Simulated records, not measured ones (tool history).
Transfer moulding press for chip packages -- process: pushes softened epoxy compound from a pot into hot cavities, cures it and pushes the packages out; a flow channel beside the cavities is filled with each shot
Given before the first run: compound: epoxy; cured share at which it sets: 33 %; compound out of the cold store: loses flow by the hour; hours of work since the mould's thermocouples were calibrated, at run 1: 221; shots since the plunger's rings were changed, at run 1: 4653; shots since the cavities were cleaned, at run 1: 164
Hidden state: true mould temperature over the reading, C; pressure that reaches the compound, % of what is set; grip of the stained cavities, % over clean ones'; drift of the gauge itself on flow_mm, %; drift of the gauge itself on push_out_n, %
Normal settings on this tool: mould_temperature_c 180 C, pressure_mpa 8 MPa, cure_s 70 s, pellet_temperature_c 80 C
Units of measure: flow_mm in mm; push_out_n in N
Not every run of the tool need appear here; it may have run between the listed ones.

run	hour	mould_temperature_c	pressure_mpa	cure_s	pellet_temperature_c	hours of work since the mould's thermocouples were calibrated	shots since the plunger's rings were changed	shots since the cavities were cleaned	incoming compound's hours out of the cold store	flow_mm	push_out_n
1	0	180	8	70	80	221	4653	164	24	501	539
2	15.2	180	8	70	80	231	4916	427	33.3	465	712
# hour 31.1: cavities cleaned with cleaning compound and waxed
3	34.3	180	8	70	80	242	5220	55	31.3	466	494
# hour 53.8: plunger's sealing rings changed
4	58.3	180	7.66	70	80	256	78	428	47.6	449	730
# hour 74.9: cavities cleaned with cleaning compound and waxed
5	81.9	180	8	70	80	271	460	121	15.4	562	552
6	101.7	180	8	70	80	284	803	464	42	475	755
# hour 114: cavities cleaned with cleaning compound and waxed
7	130.8	180	8	70	80	302	1281	291	43.8	467	649
8	148.3	180	8	70	80	313	1584	594	40.3	471	789
# hour 154.6: cavities cleaned with cleaning compound and waxed
9	168.3	180	8	70	80	325	1904	237	31.1	496	622
10	181.4	180	8	60	80	334	2129	462	12.9	554	961
# hour 195.7: cavities cleaned with cleaning compound and waxed
11	212.6	180	8	60	80	353	2644	293	30.6	492	781
12	230.5	180	8	60	80	365	2954	603	28.7	496	958
# hour 236.7: cavities cleaned with cleaning compound and waxed
13	256.5	180	8.44	70	90	381	3379	343	47.8	444	670
14	270.3	179	6.65	70	85	390	3617	581	40.7	420	818
# hour 275.6: cavities cleaned with cleaning compound and waxed
15	291.6	179	8.93	109	85	403	3959	276	41	474	609
# hour 315.1: cavities cleaned with cleaning compound and waxed
16	315.1	184	8.74	67	83	417	4340	0	21.6	527	412
17	344.2	180	6.28	58	88	436	4844	504	25.8	429	1007
# hour 354.5: cavities cleaned with cleaning compound and waxed
18	372.7	180	6.17	70	75	454	5311	314	19.6	438	664
# hour 387.2: plunger's sealing rings changed
19	388	180	8	88	75	462	13	535	40.6	486	694
# hour 396.6: cavities cleaned with cleaning compound and waxed
20	407.1	187	6.5	95	85	474	319	183	11.7	514	516

Predict each of these 5 candidate next runs independently; none follows another, all start after run 20:
# hour 436.1: cavities cleaned with cleaning compound and waxed
A	436.1	187	6.5	91	84	491	794	0	45.3	?	?
# hour 436.1: cavities cleaned with cleaning compound and waxed
B	436.1	179	6.5	59	85	491	794	0	40.6	?	?
# hour 436.1: cavities cleaned with cleaning compound and waxed
C	436.1	177	6.5	79	85	491	794	0	46.7	?	?
# hour 436.1: cavities cleaned with cleaning compound and waxed
D	436.1	182	6.5	94	75	491	794	0	45.1	?	?
# hour 436.1: cavities cleaned with cleaning compound and waxed
E	436.1	184	9.75	95	85	491	794	0	33.4	?	?

run	flow_mm	push_out_n
A	415	395
B	440	536
C	422	438
D	423	385
E	546	406
What these runs would have given with no unlogged condition in the tool:
run	flow_mm	push_out_n
A	420	387
B	445	502
C	427	423
D	428	377
E	553	398
